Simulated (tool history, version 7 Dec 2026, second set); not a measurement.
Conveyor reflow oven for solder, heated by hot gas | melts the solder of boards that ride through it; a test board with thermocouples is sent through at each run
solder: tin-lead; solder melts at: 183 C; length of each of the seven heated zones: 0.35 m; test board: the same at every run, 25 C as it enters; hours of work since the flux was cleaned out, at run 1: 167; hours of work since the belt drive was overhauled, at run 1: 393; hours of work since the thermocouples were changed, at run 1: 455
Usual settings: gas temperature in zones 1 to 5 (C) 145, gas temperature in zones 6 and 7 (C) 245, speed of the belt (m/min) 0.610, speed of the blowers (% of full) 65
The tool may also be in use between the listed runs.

run	day	gas temperature in zones 1 to 5 (C)	gas temperature in zones 6 and 7 (C)	speed of the belt (m/min)	speed of the blowers (% of full)	hours of work since the flux was cleaned out	hours of work since the belt drive was overhauled	hours of work since the thermocouples were changed	highest temperature of the board (C)	time above the solder's melting point (s)
1	0.000	145	245	0.610	65	167	393	455	221.1	56.4
2	0.396	145	245	0.610	65	173	399	461	221.0	56.1
3	0.783	145	245	0.538	65	178	404	467	225.6	67.4
4	1.192	145	245	0.538	65	185	410	473	225.6	67.9
5	1.925	145	258	0.610	65	195	421	483	231.3	62.5
6	2.658	145	245	0.610	65	206	432	494	220.7	55.7
7	3.417	145	245	0.610	78	217	443	506	224.3	59.2
# day 4.033: flux residue cleaned out of gas plates and filters
8	4.033	145	245	0.610	65	0	449	512	222.5	57.5
9	4.579	134	245	0.610	65	8	457	520	220.1	52.3
10	5.229	142	245	0.610	65	18	467	529	221.5	55.6
11	5.796	145	258	0.610	65	26	475	538	233.1	63.4
12	6.300	145	258	0.610	65	34	483	545	232.7	63.4
13	6.704	145	245	0.610	65	39	489	551	221.6	57.0
# day 6.917: belt drive overhauled, speed set with a stopwatch
14	7.288	145	245	0.610	65	46	6	557	222.4	57.3
15	7.779	145	246	0.610	65	53	13	564	223.0	58.3
16	8.283	145	245	0.497	65	60	20	572	229.1	76.2
17	9.029	145	245	0.497	65	71	31	583	229.2	76.0
18	9.421	151	245	0.631	65	77	37	589	222.4	57.5
19	10.138	149	245	0.610	77	88	48	599	226.7	62.1
20	10.504	149	245	0.535	68	93	53	605	228.3	71.8
21	11.200	145	245	0.528	67	104	63	615	227.7	70.6
# day 11.658: belt drive overhauled, speed set with a stopwatch, once more
22	11.929	145	245	0.652	53	112	4	623	212.1	44.6
23	12.571	150	234	0.521	52	121	13	633	213.4	60.8
24	13.188	158	248	0.494	86	130	23	642	237.7	84.4
25	13.525	144	236	0.610	65	135	28	647	213.3	49.1
26	13.950	147	251	0.654	69	142	34	653	224.7	54.3
27	14.292	134	236	0.676	65	147	39	658	206.1	34.9
28	14.704	134	236	0.676	65	153	45	664	205.8	34.8
29	15.112	143	234	0.676	65	159	51	670	207.3	38.3
30	15.525	142	237	0.562	89	165	57	677	222.7	61.3

Forecast each of these 5 alternatives for the next run:
A	15.867	141	237	0.674	70	170	62	682	?	?
B	15.867	150	237	0.562	71	170	62	682	?	?
C	15.867	145	245	0.547	69	170	62	682	?	?
D	15.867	145	245	0.534	56	170	62	682	?	?
E	15.867	142	237	0.688	89	170	62	682	?	?

run	highest temperature of the board (C)	time above the solder's melting point (s)
A	210.5	41.6
B	219.5	61.9
C	225.7	65.6
D	221.7	64.4
E	216.6	45.7
Without the tool's hidden state the same runs would have given:
run	highest temperature of the board (C)	time above the solder's melting point (s)
A	213.3	44.0
B	221.8	63.6
C	228.1	67.1
D	224.0	66.1
E	219.5	47.8

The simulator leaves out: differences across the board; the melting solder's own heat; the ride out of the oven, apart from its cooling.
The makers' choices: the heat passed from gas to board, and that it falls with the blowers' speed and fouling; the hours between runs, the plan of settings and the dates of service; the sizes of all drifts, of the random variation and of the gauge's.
